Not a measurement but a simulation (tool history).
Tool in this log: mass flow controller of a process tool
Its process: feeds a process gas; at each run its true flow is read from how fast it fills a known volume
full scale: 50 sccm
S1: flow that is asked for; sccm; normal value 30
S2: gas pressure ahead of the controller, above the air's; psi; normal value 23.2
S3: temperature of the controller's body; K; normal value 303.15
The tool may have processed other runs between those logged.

Run 1, hour 0.0: usual settings. Result: true flow (%) 99.06.
Run 2, hour 377.7: usual settings. Result: true flow (%) 98.89.
At hour 495.1: controller's zero set anew.
Run 3, hour 659.3: usual settings. Result: true flow (%) 98.84.
Run 4, hour 974.6: usual settings but S2 32.2 psi. Result: true flow (%) 99.29.
Run 5, hour 1231.8: usual settings but S2 32.2 psi. Result: true flow (%) 99.19.
Run 6, hour 1486.8: usual settings but S2 32.2 psi. Result: true flow (%) 99.29.
Run 7, hour 1821.0: usual settings but S2 32.2 psi. Result: true flow (%) 99.03.
Run 8, hour 2149.5: usual settings but S2 32.2 psi. Result: true flow (%) 98.94.
Run 9, hour 2347.8: usual settings but S1 15 sccm, S2 32.2 psi. Result: true flow (%) 98.49.
Run 10, hour 2767.1: usual settings but S2 24.4 psi. Result: true flow (%) 98.38.
Run 11, hour 3036.0: usual settings but S2 24.4 psi. Result: true flow (%) 98.41.
Run 12, hour 3243.0: usual settings but S1 18 sccm, S2 24.4 psi. Result: true flow (%) 97.99.
Run 13, hour 3454.4: usual settings but S1 18 sccm, S2 24.4 psi. Result: true flow (%) 97.93.
Run 14, hour 3721.0: usual settings but S1 18 sccm, S2 24.4 psi. Result: true flow (%) 97.85.
Run 15, hour 4115.6: usual settings but S1 18 sccm, S2 24.4 psi. Result: true flow (%) 97.74.
Run 16, hour 4438.4: usual settings but S1 18 sccm, S2 24.4 psi. Result: true flow (%) 97.68.
Run 17, hour 4673.0: usual settings but S1 29 sccm, S2 24.4 psi, S3 295.15 K. Result: true flow (%) 98.25.
Run 18, hour 4986.1: usual settings but S1 27 sccm, S2 30.9 psi, S3 312.15 K. Result: true flow (%) 97.71.
Run 19, hour 5235.3: usual settings but S1 9 sccm, S2 29.0 psi, S3 307.15 K. Result: true flow (%) 97.53.
Run 20, hour 5545.9: usual settings but S1 38 sccm, S2 20.7 psi, S3 294.15 K. Result: true flow (%) 97.96.
Run 21, hour 5753.0: usual settings but S1 42 sccm, S2 21.5 psi. Result: true flow (%) 97.78.
Run 22, hour 5996.7: usual settings but S1 17 sccm, S2 21.5 psi, S3 304.15 K. Result: true flow (%) 97.20.
Run 23, hour 6323.1: usual settings but S1 17 sccm, S2 21.5 psi, S3 304.15 K. Result: true flow (%) 97.09.
Run 24, hour 6641.8: usual settings but S1 10 sccm, S3 295.15 K. Result: true flow (%) 97.16.
Run 25, hour 6903.6: usual settings but S1 10 sccm, S3 307.15 K. Result: true flow (%) 96.77.
Run 26, hour 7132.4: usual settings but S1 10 sccm, S3 307.15 K. Result: true flow (%) 96.70.
Run 27, hour 7384.6: usual settings but S1 7 sccm, S3 297.15 K. Result: true flow (%) 96.85.
Run 28, hour 7744.5: usual settings but S1 6 sccm, S2 40.5 psi. Result: true flow (%) 97.30.
Run 29, hour 8025.5: usual settings but S1 6 sccm, S2 40.5 psi. Result: true flow (%) 97.28.
Run 30, hour 8262.1: usual settings but S1 6 sccm, S2 40.5 psi. Result: true flow (%) 97.17.
Run 31, hour 8612.9: usual settings but S1 6 sccm. Result: true flow (%) 96.35.

Each row is a separate what-if for the run after 31, all from the same tool condition, not one after another. Results?
Run A, hour 8974.7: usual settings but S3 295.15 K. Result: true flow (%) ?.
Run B, hour 8974.7: usual settings but S1 7 sccm. Result: true flow (%) ?.
Run C, hour 8974.7: usual settings but S1 15 sccm, S2 39.3 psi. Result: true flow (%) ?.
Run D, hour 8974.7: usual settings but S1 18 sccm, S2 31.0 psi, S3 305.15 K. Result: true flow (%) ?.

run  true flow (%)
  A          97.04
  B          96.24
  C          97.17
  D          96.95
Had the tool no hidden state, the same runs would have come out as:
run  true flow (%)
  A          99.29
  B          98.50
  C          99.43
  D          99.20
